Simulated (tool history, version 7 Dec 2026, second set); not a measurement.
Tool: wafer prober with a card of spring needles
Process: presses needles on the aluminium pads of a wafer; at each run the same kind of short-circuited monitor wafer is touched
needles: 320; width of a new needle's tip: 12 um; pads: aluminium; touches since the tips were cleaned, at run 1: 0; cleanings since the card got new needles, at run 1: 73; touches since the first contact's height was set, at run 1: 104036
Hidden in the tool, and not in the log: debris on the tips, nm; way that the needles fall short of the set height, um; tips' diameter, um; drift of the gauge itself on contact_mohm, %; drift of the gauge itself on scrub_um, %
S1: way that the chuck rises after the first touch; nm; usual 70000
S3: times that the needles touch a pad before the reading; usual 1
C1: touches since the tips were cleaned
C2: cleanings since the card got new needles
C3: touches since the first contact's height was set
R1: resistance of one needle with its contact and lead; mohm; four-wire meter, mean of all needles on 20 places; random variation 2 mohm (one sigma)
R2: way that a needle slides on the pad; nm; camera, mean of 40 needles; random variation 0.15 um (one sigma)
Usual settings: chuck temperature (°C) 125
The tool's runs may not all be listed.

{"run": 1, "day": 0.0, "S1": 70000, "chuck temperature (°C)": 125, "S3": 1, "C1": 0, "C2": 73, "C3": 104036, "R1": 230, "R2": 14820}
{"day": 0.192, "done": "tips cleaned on abrasive film"}
{"day": 0.383, "done": "tips cleaned on abrasive film"}
{"day": 0.579, "done": "tips cleaned on abrasive film"}
{"day": 0.817, "done": "tips cleaned on abrasive film"}
{"day": 1.054, "done": "tips cleaned on abrasive film"}
{"run": 2, "day": 1.054, "S1": 70000, "chuck temperature (°C)": 125, "S3": 1, "C1": 0, "C2": 78, "C3": 122112, "R1": 228, "R2": 14650}
{"day": 1.296, "done": "tips cleaned on abrasive film"}
{"day": 1.533, "done": "tips cleaned on abrasive film"}
{"run": 3, "day": 1.671, "S1": 70000, "chuck temperature (°C)": 125, "S3": 1, "C1": 2430, "C2": 80, "C3": 132774, "R1": 312, "R2": 14990}
{"day": 1.771, "done": "tips cleaned on abrasive film"}
{"day": 1.962, "done": "tips cleaned on abrasive film"}
{"day": 2.204, "done": "tips cleaned on abrasive film"}
{"day": 2.442, "done": "tips cleaned on abrasive film"}
{"run": 4, "day": 2.5, "S1": 70000, "chuck temperature (°C)": 125, "S3": 1, "C1": 1021, "C2": 84, "C3": 146966, "R1": 270, "R2": 14890}
{"day": 2.646, "done": "tips cleaned on abrasive film"}
{"day": 2.838, "done": "tips cleaned on abrasive film"}
{"day": 3.033, "done": "tips cleaned on abrasive film"}
{"day": 3.271, "done": "tips cleaned on abrasive film"}
{"day": 3.425, "done": "height of the first contact set anew"}
{"day": 3.475, "done": "tips cleaned on abrasive film"}
{"day": 3.667, "done": "tips cleaned on abrasive film"}
{"run": 5, "day": 3.725, "S1": 70000, "chuck temperature (°C)": 125, "S3": 1, "C1": 1012, "C2": 90, "C3": 5128, "R1": 286, "R2": 14060}
{"day": 3.871, "done": "tips cleaned on abrasive film"}
{"day": 4.112, "done": "tips cleaned on abrasive film"}
{"day": 4.304, "done": "tips cleaned on abrasive film"}
{"day": 4.496, "done": "tips cleaned on abrasive film"}
{"day": 4.688, "done": "tips cleaned on abrasive film"}
{"run": 6, "day": 4.7, "S1": 70000, "chuck temperature (°C)": 125, "S3": 2, "C1": 173, "C2": 95, "C3": 21765, "R1": 239, "R2": 13640}
{"day": 4.892, "done": "tips cleaned on abrasive film"}
{"day": 5.083, "done": "tips cleaned on abrasive film"}
{"day": 5.238, "done": "height of the first contact set anew, once more"}
{"day": 5.288, "done": "tips cleaned on abrasive film"}
{"run": 7, "day": 5.362, "S1": 62000, "chuck temperature (°C)": 118, "S3": 2, "C1": 1283, "C2": 98, "C3": 2107, "R1": 260, "R2": 14030}
{"day": 5.508, "done": "tips cleaned on abrasive film"}
{"day": 5.7, "done": "tips cleaned on abrasive film"}
{"day": 5.938, "done": "tips cleaned on abrasive film"}
{"run": 8, "day": 6.021, "S1": 76000, "chuck temperature (°C)": 61, "S3": 2, "C1": 1388, "C2": 101, "C3": 13374, "R1": 236, "R2": 16710}
{"day": 6.162, "done": "tips cleaned on abrasive film"}
{"day": 6.358, "done": "tips cleaned on abrasive film"}
{"day": 6.55, "done": "tips cleaned on abrasive film"}
{"run": 9, "day": 6.562, "S1": 76000, "chuck temperature (°C)": 61, "S3": 2, "C1": 235, "C2": 104, "C3": 22664, "R1": 218, "R2": 16630}
{"day": 6.754, "done": "tips cleaned on abrasive film"}
{"day": 6.946, "done": "tips cleaned on abrasive film"}
{"day": 7.188, "done": "tips cleaned on abrasive film"}
{"day": 7.425, "done": "tips cleaned on abrasive film"}
{"run": 10, "day": 7.592, "S1": 76000, "chuck temperature (°C)": 61, "S3": 2, "C1": 2870, "C2": 108, "C3": 40355, "R1": 269, "R2": 16900}
{"day": 7.642, "done": "tips cleaned on abrasive film"}
{"day": 7.833, "done": "tips cleaned on abrasive film"}
{"day": 8.075, "done": "tips cleaned on abrasive film"}
{"run": 11, "day": 8.158, "S1": 70000, "chuck temperature (°C)": 52, "S3": 3, "C1": 1476, "C2": 111, "C3": 50063, "R1": 231, "R2": 15320}

The same runs without the tool's hidden state, with the same run-to-run variation:
run=1 R1=213 R2=15460
run=2 R1=212 R2=15410
run=3 R1=213 R2=15810
run=4 R1=216 R2=15800
run=5 R1=217 R2=15800
run=6 R1=219 R2=15490
run=7 R1=217 R2=14050
run=8 R1=198 R2=16810
run=9 R1=203 R2=16790
run=10 R1=200 R2=17160
run=11 R1=198 R2=15640
